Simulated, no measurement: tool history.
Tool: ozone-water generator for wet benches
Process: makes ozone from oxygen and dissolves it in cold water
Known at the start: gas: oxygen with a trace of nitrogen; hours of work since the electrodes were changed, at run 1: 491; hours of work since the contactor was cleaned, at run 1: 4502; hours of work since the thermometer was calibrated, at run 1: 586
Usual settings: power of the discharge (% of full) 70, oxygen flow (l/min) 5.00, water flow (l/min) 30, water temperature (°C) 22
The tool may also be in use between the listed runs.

run    hour  power of the discharge (% of full)  oxygen flow (l/min)  water flow (l/min)  water temperature (°C)  hours of work since the electrodes were changed  hours of work since the contactor was cleaned  hours of work since the thermometer was calibrated  dissolved ozone (ppm)  ozone in the gas ahead of the water (g/m3)
  1     0.0                                  70                 5.00                  30                      22                                              491                                           4502                                                 586                    9.6                                       138.9
  2    61.6                                  70                 5.00                  30                      22                                              547                                           4558                                                 642                    9.5                                       138.5
  3   131.0                                  70                 5.00                  30                      22                                              610                                           4621                                                 706                    9.6                                       137.6
  4   177.5                                  70                 5.00                  30                      24                                              652                                           4663                                                 748                    9.5                                       137.1
  5   217.6                                  49                 5.00                  30                      24                                              689                                           4700                                                 784                    7.1                                       105.2
  6   276.5                                  44                 5.00                  30                      22                                              742                                           4753                                                 838                    6.5                                        95.5
  7   346.7                                  70                 5.00                  34                      22                                              806                                           4817                                                 902                    8.5                                       137.9
  8   418.7                                  70                 5.00                  34                      22                                              872                                           4882                                                 967                    8.3                                       138.3
  9   495.0                                  63                 5.00                  30                      22                                              941                                           4952                                                1037                    9.0                                       125.7
 10   554.5                                  56                 5.00                  30                      22                                              995                                           5006                                                1091                    7.9                                       114.9
 11   628.5                                  70                 5.00                  30                      22                                             1062                                           5073                                                1158                    9.6                                       137.2
 12   672.7                                  70                 5.00                  30                      22                                             1103                                           5113                                                1198                    9.5                                       135.9
 13   735.0                                  70                 5.00                  30                      22                                             1159                                           5170                                                1255                    9.5                                       135.7
 14   778.5                                  70                 5.00                  30                      22                                             1199                                           5210                                                1294                    9.3                                       136.7
 15   849.8                                  70                 5.00                  30                      22                                             1264                                           5274                                                1359                    9.5                                       136.9
 16   910.2                                  70                 5.00                  30                      22                                             1319                                           5329                                                1414                    9.4                                       136.0
 17   987.6                                  70                 5.00                  30                      22                                             1389                                           5400                                                1484                    9.6                                       135.3
     1054.6  -- contactor cleaned
 18  1058.4                                  70                 5.00                  30                      22                                             1450                                              3                                                1545                   10.0                                       134.6
 19  1117.1                                  70                 5.00                  30                      22                                             1503                                             57                                                1599                    9.6                                       135.2
 20  1175.6                                  70                 5.56                  30                      22                                             1556                                            110                                                1652                    9.7                                       126.5
 21  1214.0                                  50                 5.00                  30                      22                                             1591                                            145                                                1687                    7.3                                       104.7
 22  1277.1                                  50                 5.00                  30                      22                                             1649                                            202                                                1744                    7.5                                       104.0
 23  1326.6                                  50                 5.00                  30                      22                                             1694                                            247                                                1789                    7.5                                       104.3
 24  1393.2                                  50                 5.00                  30                      22                                             1754                                            308                                                1850                    7.4                                       104.2
 25  1446.5                                  92                 4.32                  34                      30                                             1803                                            356                                                1898                    9.5                                       180.3
 26  1498.2                                  92                 4.32                  34                      30                                             1850                                            403                                                1945                    9.4                                       180.9
 27  1551.7                                  92                 4.32                  34                      30                                             1898                                            452                                                1994                    9.4                                       180.2
 28  1616.7                                  61                 7.79                  30                      22                                             1957                                            511                                                2053                    8.3                                        92.6
 29  1650.4                                  61                 7.79                  30                      20                                             1988                                            542                                                2084                    8.6                                        91.2
 30  1697.3                                  61                 7.79                  34                      23                                             2031                                            584                                                2126                    7.4                                        90.7
 31  1756.7                                  90                 4.44                  37                      26                                             2085                                            638                                                2180                    8.6                                       173.7
 32  1824.9                                  70                 5.00                  26                      16                                             2147                                            700                                                2242                   11.9                                       134.0
 33  1894.8                                  81                 5.00                  26                      16                                             2210                                            764                                                2306                   13.2                                       148.5

Some steps in dissolved ozone (ppm) between neighbouring runs. How much of each would the tool show without its hidden state too (settings, what came in, random variation), and how much is left for the hidden state, with any gauge scatter that isn't in both results?
The hidden state here: yield of the discharge, % of new electrodes'; contactor's efficiency, % of a clean one's; true water temperature over the reading, C; drift of the gauge itself on ozone_ppm, %; drift of the gauge itself on gas_g_m3, %.
Run 4 -> 5: power of the discharge (% of full) 70 -> 49. dissolved ozone (ppm) -2.4: hidden state +0.1, all else -2.5.
Run 17 -> 18: contactor cleaned. dissolved ozone (ppm) +0.4: hidden state +0.4, all else +0.0.
Run 20 -> 21: power of the discharge (% of full) 70 -> 50, oxygen flow (l/min) 5.56 -> 5.00. dissolved ozone (ppm) -2.4: hidden state +0.1, all else -2.5.
Run 24 -> 25: power of the discharge (% of full) 50 -> 92, oxygen flow (l/min) 5.00 -> 4.32, water flow (l/min) 30 -> 34, water temperature (°C) 22 -> 30. dissolved ozone (ppm) +2.1: hidden state -0.2, all else +2.3.
Run 27 -> 28: power of the discharge (% of full) 92 -> 61, oxygen flow (l/min) 4.32 -> 7.79, water flow (l/min) 34 -> 30, water temperature (°C) 30 -> 22. dissolved ozone (ppm) -1.1: hidden state +0.2, all else -1.3.
Run 31 -> 32: power of the discharge (% of full) 90 -> 70, oxygen flow (l/min) 4.44 -> 5.00, water flow (l/min) 37 -> 26, water temperature (°C) 26 -> 16. dissolved ozone (ppm) +3.3: hidden state -0.1, all else +3.4.
